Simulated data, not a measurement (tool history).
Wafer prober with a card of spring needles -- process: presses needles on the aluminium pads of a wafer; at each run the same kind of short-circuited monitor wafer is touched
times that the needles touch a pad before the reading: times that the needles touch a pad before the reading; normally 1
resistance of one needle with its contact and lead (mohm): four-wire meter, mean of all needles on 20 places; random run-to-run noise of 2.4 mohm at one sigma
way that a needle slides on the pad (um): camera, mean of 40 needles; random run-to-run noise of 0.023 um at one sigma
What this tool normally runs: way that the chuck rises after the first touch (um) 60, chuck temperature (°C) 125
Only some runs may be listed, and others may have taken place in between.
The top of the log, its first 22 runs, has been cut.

run   hour  way that the chuck rises after the first touch (um)  chuck temperature (°C)  times that the needles touch a pad before the reading  touches since the tips were cleaned  cleanings since the card got new needles  touches since the first contact's height was set  resistance of one needle with its contact and lead (mohm)  way that a needle slides on the pad (um)
     516.1  -- tips cleaned on abrasive film
     534.3  -- tips cleaned on abrasive film
 23  537.6                                                   66                      29                                                      1                                 1574                                        45                                             36336                                                        247                                      9.02
       552  -- tips cleaned on abrasive film
 24  556.5                                                   48                     105                                                      2                                 2189                                        46                                             45550                                                        271                                      6.61
     569.7  -- tips cleaned on abrasive film
     587.5  -- tips cleaned on abrasive film
 25  588.7                                                   48                     105                                                      2                                  575                                        48                                             61167                                                        269                                      6.58
     606.6  -- tips cleaned on abrasive film
 26  616.8                                                   60                     124                                                      1                                 4993                                        49                                             74844                                                        270                                      8.19
     626.9  -- tips cleaned on abrasive film
     644.7  -- tips cleaned on abrasive film
 27  656.1                                                   45                      93                                                      1                                 5597                                        51                                             93957                                                        270                                      6.13
     663.8  -- tips cleaned on abrasive film
     667.8  -- height of the first contact set anew
     681.6  -- tips cleaned on abrasive film
 28  695.7                                                   56                      36                                                      1                                 6880                                        53                                             13571                                                        248                                      7.65
     701.4  -- tips cleaned on abrasive film
       720  -- tips cleaned on abrasive film
 29  729.6                                                   43                      91                                                      2                                 4648                                        55                                             30005                                                        267                                      5.91
     737.7  -- tips cleaned on abrasive film
 30  747.1                                                   43                      91                                                      2                                 4610                                        56                                             38537                                                        274                                      5.83

5 ways to go on from here, each from the tool as it stands after run 30. What would each give?
     757.6  -- tips cleaned on abrasive film
     777.6  -- tips cleaned on abrasive film
  A  778.4                                                   68                     125                                                      1                                  395                                        58                                             53722                                                          ?                                         ?
     757.6  -- tips cleaned on abrasive film
     777.6  -- tips cleaned on abrasive film
  B  778.4                                                   65                      39                                                      1                                  395                                        58                                             53722                                                          ?                                         ?
     757.6  -- tips cleaned on abrasive film
     777.6  -- tips cleaned on abrasive film
  C  778.4                                                   60                      84                                                      2                                  395                                        58                                             53722                                                          ?                                         ?
     757.6  -- tips cleaned on abrasive film
     777.6  -- tips cleaned on abrasive film
  D  778.4                                                   60                      30                                                      2                                  395                                        58                                             53722                                                          ?                                         ?
     757.6  -- tips cleaned on abrasive film
     777.6  -- tips cleaned on abrasive film
  E  778.4                                                   72                     119                                                      1                                  395                                        58                                             53722                                                          ?                                         ?

run  resistance of one needle with its contact and lead (mohm)  way that a needle slides on the pad (um)
  A                                                        274                                      9.27
  B                                                        245                                       8.8
  C                                                        262                                      8.18
  D                                                        245                                      8.17
  E                                                        269                                      9.82
Had the tool no hidden state, the same runs would have come out as:
run  resistance of one needle with its contact and lead (mohm)  way that a needle slides on the pad (um)
  A                                                        274                                      9.46
  B                                                        245                                      8.98
  C                                                        262                                      8.34
  D                                                        245                                      8.33
  E                                                        269                                     10.02
